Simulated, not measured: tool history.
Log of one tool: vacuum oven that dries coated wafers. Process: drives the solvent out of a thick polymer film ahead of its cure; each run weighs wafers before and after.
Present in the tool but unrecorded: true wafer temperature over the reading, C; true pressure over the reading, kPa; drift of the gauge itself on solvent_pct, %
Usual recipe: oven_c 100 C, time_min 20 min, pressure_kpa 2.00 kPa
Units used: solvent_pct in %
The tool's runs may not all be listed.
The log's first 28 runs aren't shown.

run    hour  oven_c  time_min  pressure_kpa  hours of work since the thermocouples were calibrated  hours of work since the vacuum gauge was cleaned of residue  solvent_pct
 29  1515.6      98        11          2.99                                                   1544                                                         1622         4.58
 30  1553.7      97        27          1.96                                                   1564                                                         1641         1.79
     1572.8  -- oven's thermocouples calibrated
 31  1612.6      97        27          1.96                                                     20                                                         1670         1.49
 32  1655.0      97        27          1.96                                                     42                                                         1691         1.62
 33  1726.7     114        13          2.00                                                     78                                                         1728         1.00
 34  1760.2      91        13          5.19                                                     95                                                         1745         6.20
 35  1792.4      91        13          5.19                                                    111                                                         1761         6.17
 36  1828.4     100        15          4.08                                                    130                                                         1779         2.98
 37  1887.3     100        15          4.08                                                    159                                                         1809         3.09
 38  1952.2     104        20          1.28                                                    192                                                         1842         1.01
 39  2022.0     114        12          1.28                                                    228                                                         1877         0.92
 40  2057.3     114        12          1.28                                                    246                                                         1895         0.87
 41  2099.7     114        12          1.28                                                    267                                                         1917         0.84
 42  2130.7     114        12          1.28                                                    283                                                         1932         0.88
 43  2201.0     114        12          1.28                                                    318                                                         1968         0.90
 44  2253.7     109        20          2.51                                                    345                                                         1995         1.13
 45  2290.2     101        12          2.51                                                    364                                                         2013         2.91
 46  2354.4      97        16          2.51                                                    396                                                         2046         3.03

Forecast each of these 3 alternatives for the next run:
  A  2411.9      97        22          2.51                                                    425                                                         2075            ?
  B  2411.9      87        15          2.74                                                    425                                                         2075            ?
  C  2411.9      97        23          5.68                                                    425                                                         2075            ?

run  solvent_pct
  A         2.18
  B         5.78
  C         3.85
Without the tool's unlogged condition, the same runs would have read:
run  solvent_pct
  A         1.70
  B         5.11
  C         3.32
